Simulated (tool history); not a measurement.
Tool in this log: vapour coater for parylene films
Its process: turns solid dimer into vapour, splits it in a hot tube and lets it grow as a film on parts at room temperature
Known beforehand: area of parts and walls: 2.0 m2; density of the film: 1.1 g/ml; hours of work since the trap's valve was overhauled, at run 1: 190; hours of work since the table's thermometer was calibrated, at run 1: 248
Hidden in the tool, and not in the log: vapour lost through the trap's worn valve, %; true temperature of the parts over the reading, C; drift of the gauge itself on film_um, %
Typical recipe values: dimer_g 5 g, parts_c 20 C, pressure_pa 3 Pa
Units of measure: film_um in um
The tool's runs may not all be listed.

run,hour,dimer_g,parts_c,pressure_pa,hours of work since the trap's valve was overhauled,hours of work since the table's thermometer was calibrated,film_um
1,0,5,20,3,190,248,1.32
2,41.4,5,20,3,226,284,1.29
3,62.1,5,20,3,244,302,1.31
4,95.3,5,20,3,273,330,1.28
# hour 111: trap's valve overhauled
5,139.2,5,20,3,24,365,1.29
6,165.9,5,20,3,48,388,1.3
7,187.1,5,20,3,66,406,1.32
8,229.3,5,12,3,102,443,1.93
9,262.4,5,20,3,131,472,1.32
10,284.1,5,15,3,150,490,1.67
11,318.2,4,20,3,179,520,1.04
12,352.6,4,20,3,209,550,1.05
13,390.5,4,20,3,242,583,1.03
14,430.1,4,20,3,276,617,1.04
# hour 440.3: trap's valve overhauled
15,464.6,4,20,3,21,643,1.01
16,510.3,4,20,3,61,683,1.02
17,534.1,4,20,3,81,703,1.05
18,577.9,6,20,3,119,741,1.56
19,609.3,6,20,3,146,768,1.57
20,641.1,6,20,3,174,796,1.52
21,667.2,5,20,3.31,196,819,1.28
22,707,5,20,6.73,231,853,1.1
23,742.8,5,20,6.73,262,884,1.12
# hour 768.7: trap's valve overhauled
24,773,5,20,6.73,4,907,1.12
25,813.7,5,20,6.73,39,942,1.09
26,834,3,25,11.84,57,960,0.47
27,854.8,5,16,3,75,978,1.59
28,881.4,9,20,3.7,98,1001,2.27
29,919.1,2,30,8.83,130,1033,0.26
30,948.2,4,16,11.48,155,1058,0.95
31,989.3,3,29,2.55,191,1094,0.51
32,1013.7,3,29,2.55,212,1115,0.51
# hour 1026.7: table's thermometer calibrated
33,1046.8,3,31,6.69,240,17,0.37
34,1089.3,6,20,10.02,277,54,1.21
# hour 1099: trap's valve overhauled
35,1128.8,4,19,10.02,26,85,0.87
36,1169.4,2,21,3,61,120,0.5
37,1204.8,5,14,11.68,92,151,1.32
38,1246.9,5,14,4.81,128,187,1.58
39,1293.4,5,14,4.81,168,227,1.56
40,1329.1,3,17,4.81,199,258,0.83
41,1361.4,4,25,8.47,227,286,0.66
42,1396.3,7,12,6.4,257,317,2.34
# hour 1428.2: trap's valve overhauled
43,1432.3,4,13,2.92,4,344,1.52
44,1478.6,4,16,3.48,44,384,1.25
45,1518.5,3,28,3.48,78,419,0.54
46,1550.9,8,29,7.19,106,447,1.1
47,1586.1,7,15,5.71,137,477,2.04

How the hidden state differs across the entries between the runs, from the last listed run before each to the first after it:
From run 4 to run 5: trap's valve overhauled (hour 111)
  vapour lost through the trap's worn valve, %: 0.2 -> 0
From run 14 to run 15: trap's valve overhauled (hour 440.3)
  vapour lost through the trap's worn valve, %: 0.2 -> 0
From run 23 to run 24: trap's valve overhauled (hour 768.7)
  vapour lost through the trap's worn valve, %: 0.2 -> 0
From run 32 to run 33: table's thermometer calibrated (hour 1026.7)
  true temperature of the parts over the reading, C: 0.03 -> -0.01
From run 34 to run 35: trap's valve overhauled (hour 1099)
  vapour lost through the trap's worn valve, %: 0.2 -> 0; true temperature of the parts over the reading, C: -0.01 -> 0
From run 42 to run 43: trap's valve overhauled (hour 1428.2)
  vapour lost through the trap's worn valve, %: 0.2 -> 0
